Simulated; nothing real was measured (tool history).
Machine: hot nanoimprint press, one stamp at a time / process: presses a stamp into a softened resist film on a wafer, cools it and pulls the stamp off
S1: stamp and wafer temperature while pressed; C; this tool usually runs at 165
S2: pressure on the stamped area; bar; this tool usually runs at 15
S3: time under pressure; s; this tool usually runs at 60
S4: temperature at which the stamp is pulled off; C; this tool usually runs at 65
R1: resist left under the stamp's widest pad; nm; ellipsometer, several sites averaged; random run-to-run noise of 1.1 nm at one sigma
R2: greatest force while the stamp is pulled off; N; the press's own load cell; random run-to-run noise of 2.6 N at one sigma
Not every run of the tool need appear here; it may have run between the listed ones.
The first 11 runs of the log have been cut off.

| run | day | S1 | S2 | S3 | S4 | R1 | R2 |
|---|---|---|---|---|---|---|---|
| 12 | 4.492 | 165 | 15 | 60 | 65 | 166.5 | 134 |
| 13 | 4.846 | 165 | 15 | 60 | 65 | 165.7 | 136 |
| 14 | 5.358 | 165 | 15 | 60 | 65 | 164.8 | 140 |
| 15 | 5.871 | 165 | 12.4 | 60 | 65 | 180.8 | 135 |
|  | 6.4 | plate thermocouple calibrated |
| 16 | 6.45 | 164 | 15 | 113 | 73 | 128.5 | 111 |
| 17 | 6.983 | 164 | 15 | 113 | 73 | 130.4 | 116 |
| 18 | 7.354 | 154 | 15 | 37 | 68 | 269 | 130 |
| 19 | 7.712 | 158 | 17.4 | 116 | 59 | 157.1 | 156 |
| 20 | 8.133 | 158 | 17.4 | 42 | 64 | 220.4 | 144 |
| 21 | 8.629 | 166 | 14.5 | 34 | 54 | 194 | 184 |
| 22 | 8.967 | 159 | 17.2 | 58 | 66 | 194.6 | 144 |
| 23 | 9.325 | 165 | 16.1 | 53 | 65 | 163 | 146 |
| 24 | 9.775 | 158 | 23.9 | 60 | 65 | 176.5 | 146 |
| 25 | 10.142 | 165 | 15 | 45 | 57 | 178.9 | 176 |
| 26 | 10.562 | 165 | 15 | 45 | 57 | 179.6 | 180 |
| 27 | 10.9 | 165 | 15 | 45 | 57 | 179.3 | 173 |
| 28 | 11.371 | 165 | 15 | 45 | 57 | 180.7 | 176 |
| 29 | 11.788 | 165 | 15 | 45 | 57 | 179 | 175 |
| 30 | 12.188 | 158 | 21.2 | 66 | 52 | 180.7 | 200 |

What if the next run were any one of these 4? Each begins from the tool's condition after run 30:
| A | 12.6 | 163 | 21.2 | 66 | 52 | ? | ? |
| B | 12.6 | 169 | 17.7 | 66 | 58 | ? | ? |
| C | 12.6 | 168 | 21.2 | 44 | 59 | ? | ? |
| D | 12.6 | 158 | 18.8 | 66 | 70 | ? | ? |

| run | R1 | R2 |
|---|---|---|
| A | 147.6 | 199 |
| B | 123.3 | 176 |
| C | 140.8 | 170 |
| D | 189.7 | 139 |
Without the tool's unlogged condition, the same runs would have read:
| run | R1 | R2 |
|---|---|---|
| A | 142 | 160 |
| B | 119 | 142 |
| C | 135.6 | 137 |
| D | 183.3 | 111 |
